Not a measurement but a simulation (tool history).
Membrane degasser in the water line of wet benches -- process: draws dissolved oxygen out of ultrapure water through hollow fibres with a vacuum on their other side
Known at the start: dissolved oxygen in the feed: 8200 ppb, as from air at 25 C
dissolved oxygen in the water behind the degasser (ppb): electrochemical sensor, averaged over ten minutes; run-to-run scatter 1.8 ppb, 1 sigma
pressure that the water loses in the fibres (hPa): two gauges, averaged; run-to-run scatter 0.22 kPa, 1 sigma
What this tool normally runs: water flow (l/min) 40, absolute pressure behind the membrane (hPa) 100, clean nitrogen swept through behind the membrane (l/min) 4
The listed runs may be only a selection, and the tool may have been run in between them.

run,hour,water flow (l/min),absolute pressure behind the membrane (hPa),clean nitrogen swept through behind the membrane (l/min),dissolved oxygen in the water behind the degasser (ppb),pressure that the water loses in the fibres (hPa)
1,0,40,100,4,178.5,545.7
2,48,40,100,4,177.4,543.9
3,91.2,40,100,4,177.4,544.3
4,116.5,40,100,4,179.6,538.3
5,163.1,40,100,4,176.4,542.1
6,201.8,40,100,4,181.2,534.8
7,228.6,40,100,4,176.6,540
8,280.3,40,100,4,178.1,533.6
9,317.2,40,100,2.55,257.8,531.5
10,367.7,40,100,2.55,261.9,533.7
11,420.3,40,100,8.7,98.5,530.5
12,452.4,40,100,8.7,97.1,531.9
# hour 476.9: gauge calibrated
13,483.8,40,100,3.22,214.8,544.6
14,514.8,40,100,3.22,211.7,545.3
15,565,40,93,3.58,179.1,541.7
16,599.3,49,122,2.31,439.9,659.6
17,644,33,100,4.55,131,442.3
18,672.2,51,100,4.77,202.6,688.6
19,699.2,40,66,10.11,53.5,536.9
20,745.2,40,63,5.56,73.4,536.2
21,790.7,25,63,7.62,31.4,333.6
22,813.1,25,63,7.62,31.5,332.3
23,858.2,44,100,5.22,159.8,583.8
24,901.4,33,100,4,144.8,441.1
25,954.3,40,106,4.06,192.8,527
26,997.8,40,106,4.06,187,529.2
27,1026.4,40,106,4.06,188.3,532.5
28,1080.2,59,164,2.9,609.1,770.2

What if the next run were any one of these 5? Each begins from the tool's condition after run 28:
A,1127,59,164,3.39,?,?
B,1127,61,151,6.8,?,?
C,1127,26,100,4,?,?
D,1127,59,164,10.95,?,?
E,1127,42,164,3.42,?,?

run,dissolved oxygen in the water behind the degasser (ppb),pressure that the water loses in the fibres (hPa)
A,539.8,772.9
B,302.9,801
C,113.4,345.9
D,215.9,774.2
E,384.6,550.8
Without the tool's hidden state the same runs would have given:
run,dissolved oxygen in the water behind the degasser (ppb),pressure that the water loses in the fibres (hPa)
A,539.7,804.1
B,302.8,833.3
C,113.4,359.7
D,215.8,805.4
E,384.5,572.9
